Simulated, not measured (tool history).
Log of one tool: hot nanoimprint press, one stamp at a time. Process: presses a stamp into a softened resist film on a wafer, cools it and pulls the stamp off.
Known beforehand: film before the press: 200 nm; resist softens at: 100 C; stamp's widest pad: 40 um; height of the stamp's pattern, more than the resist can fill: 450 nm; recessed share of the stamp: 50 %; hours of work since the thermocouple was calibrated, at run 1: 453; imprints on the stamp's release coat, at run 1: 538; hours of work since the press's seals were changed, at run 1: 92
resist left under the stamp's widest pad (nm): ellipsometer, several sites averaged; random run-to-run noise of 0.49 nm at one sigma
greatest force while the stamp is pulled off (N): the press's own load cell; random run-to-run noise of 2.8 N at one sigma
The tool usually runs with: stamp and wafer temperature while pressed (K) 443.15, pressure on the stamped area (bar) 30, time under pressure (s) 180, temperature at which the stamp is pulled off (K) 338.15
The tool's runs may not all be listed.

run	day	stamp and wafer temperature while pressed (K)	pressure on the stamped area (bar)	time under pressure (s)	temperature at which the stamp is pulled off (K)	hours of work since the thermocouple was calibrated	imprints on the stamp's release coat	hours of work since the press's seals were changed	resist left under the stamp's widest pad (nm)	greatest force while the stamp is pulled off (N)
1	0	443.15	30	180	338.15	453	538	92	81.8	244
2	0.446	443.15	30	180	338.15	459	556	98	81	235
3	1.083	443.15	30	180	338.15	467	581	106	82	238
4	1.671	443.15	30	91	338.15	475	604	114	106.1	239
5	2.292	443.15	30	180	338.15	483	628	122	80.8	235
6	2.875	443.15	30	180	338.15	490	651	129	81.4	241
7	3.388	443.15	30	180	338.15	497	671	136	79.9	245
8	3.792	454.15	30	180	338.15	502	687	141	45.1	246
9	4.417	443.15	30	180	338.15	510	712	149	80.5	245
10	4.788	443.15	30	180	338.15	515	726	154	80.7	242
11	5.404	443.15	30	180	338.15	523	751	162	80.6	249
12	5.95	443.15	27.1	180	338.15	530	772	169	84.6	248
13	6.312	443.15	30	180	338.15	535	786	174	80.5	245
14	6.842	443.15	26	180	338.15	542	807	181	86.5	253
15	7.283	444.15	43.8	118	336.15	547	825	187	76.8	264
# day 7.658: stamp cleaned and given a new release coat
# day 8.017: plate thermocouple calibrated
16	8.212	436.15	31.9	95	345.15	3	16	194	144.6	184
17	8.704	432.15	41	194	336.15	9	36	200	134.4	232
18	9.362	443.15	30	180	334.15	17	61	209	87.2	246
19	9.721	443.15	30	344	338.15	22	76	213	67	225
20	10.117	443.15	30	344	338.15	27	91	218	66.6	225
21	10.929	443.15	30	344	338.15	38	123	229	66.8	229
22	11.667	434.15	32.9	236	331.15	47	152	239	122.4	272

Expected results for the next run?
23	12.233	448.15	46.2	180	338.15	55	174	246	?	?

{"run 23": {"resist left under the stamp's widest pad (nm)": 52.5, "greatest force while the stamp is pulled off (N)": 232}}
Without the tool's hidden state the same run would have given resist left under the stamp's widest pad (nm) 53.5, greatest force while the stamp is pulled off (N) 227.

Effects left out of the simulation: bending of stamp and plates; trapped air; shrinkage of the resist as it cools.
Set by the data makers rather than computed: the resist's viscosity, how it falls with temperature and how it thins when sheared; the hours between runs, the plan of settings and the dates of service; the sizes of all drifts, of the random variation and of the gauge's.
